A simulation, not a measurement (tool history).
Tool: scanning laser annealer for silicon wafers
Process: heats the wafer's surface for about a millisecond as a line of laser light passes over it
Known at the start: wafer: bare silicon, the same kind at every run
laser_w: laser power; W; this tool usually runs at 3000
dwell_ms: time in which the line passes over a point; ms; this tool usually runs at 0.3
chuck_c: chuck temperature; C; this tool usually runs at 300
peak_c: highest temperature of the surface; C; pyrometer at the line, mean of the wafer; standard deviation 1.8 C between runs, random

run,hour,laser_w,dwell_ms,chuck_c,peak_c
1,0,3000,0.3,300,1013
2,5.5,3000,0.3,300,1008
3,11.2,3000,0.3,300,1012
4,15.7,2940,0.3,300,1000
5,21.3,2940,0.3,300,1000
6,27.7,2940,0.3,300,1000
7,37,2940,0.3,300,999
8,46.6,2940,0.3,300,998
9,52,2940,0.3,300,999
10,57.4,3000,0.3,300,1013
11,64.5,2785,0.3,300,964
12,69.1,2785,0.3,300,962
13,75.9,2785,0.3,300,965
14,84.1,3000,0.3,300,1011
15,88.5,3000,0.3,300,1013
16,97.6,3000,0.3,300,1013
17,104.9,3000,0.3,300,1011
18,111.8,3000,0.3,300,1009
19,121.6,3000,0.3,300,1009
20,127.4,3000,0.3,300,1011
21,133.1,3000,0.3,300,1010
22,139.4,2712,0.3,300,946
23,145.5,2794,0.214,300,851
24,154.6,3000,0.351,295,1071
25,164.6,3000,0.264,284,943
26,174.6,3000,0.264,284,946
27,182.9,3147,0.237,300,950
28,191.7,2671,0.237,300,858
29,200.3,2671,0.237,300,856
30,208.2,2887,0.23,279,868
31,216.5,2931,0.283,274,947
32,225.1,2595,0.281,336,936
33,233.4,3000,0.359,283,1070
# hour 241.7: optics aligned, line set to its width
34,247.2,3000,0.359,283,1079
35,254.4,2828,0.275,282,933
36,260.9,3000,0.242,278,913
37,266.7,2554,0.242,261,807
38,271.4,3000,0.346,300,1076
39,276.4,2901,0.3,321,1016
40,282.1,2901,0.3,321,1019
41,291.8,2901,0.3,321,1018

For some of the steps in peak_c from one run to the next: how much would appear even if the tool had no hidden state, given the settings, what came in and random variation, and how much remains for the hidden state plus any gauge scatter that the measured result and the result without hidden state don't share?
Hidden state at play: light that passes the window, % of a clean one's; laser's true power over the reading, %; width of the line over the set one, %; drift of the gauge itself on peak_c, C.
Run 23 -> 24: laser_w 2794 -> 3000, dwell_ms 0.214 -> 0.351, chuck_c 300 -> 295. peak_c +220 C: hidden state -8, all else +228.
Run 32 -> 33: laser_w 2595 -> 3000, dwell_ms 0.281 -> 0.359, chuck_c 336 -> 283. peak_c +134 C: hidden state -6, all else +140.
Run 33 -> 34: optics aligned, line set to its width. peak_c +9 C: hidden state +9, all else +0.
Run 34 -> 35: laser_w 3000 -> 2828, dwell_ms 0.359 -> 0.275, chuck_c 283 -> 282. peak_c -146 C: hidden state +4, all else -150.
Run 37 -> 38: laser_w 2554 -> 3000, dwell_ms 0.242 -> 0.346, chuck_c 261 -> 300. peak_c +269 C: hidden state -4, all else +273.
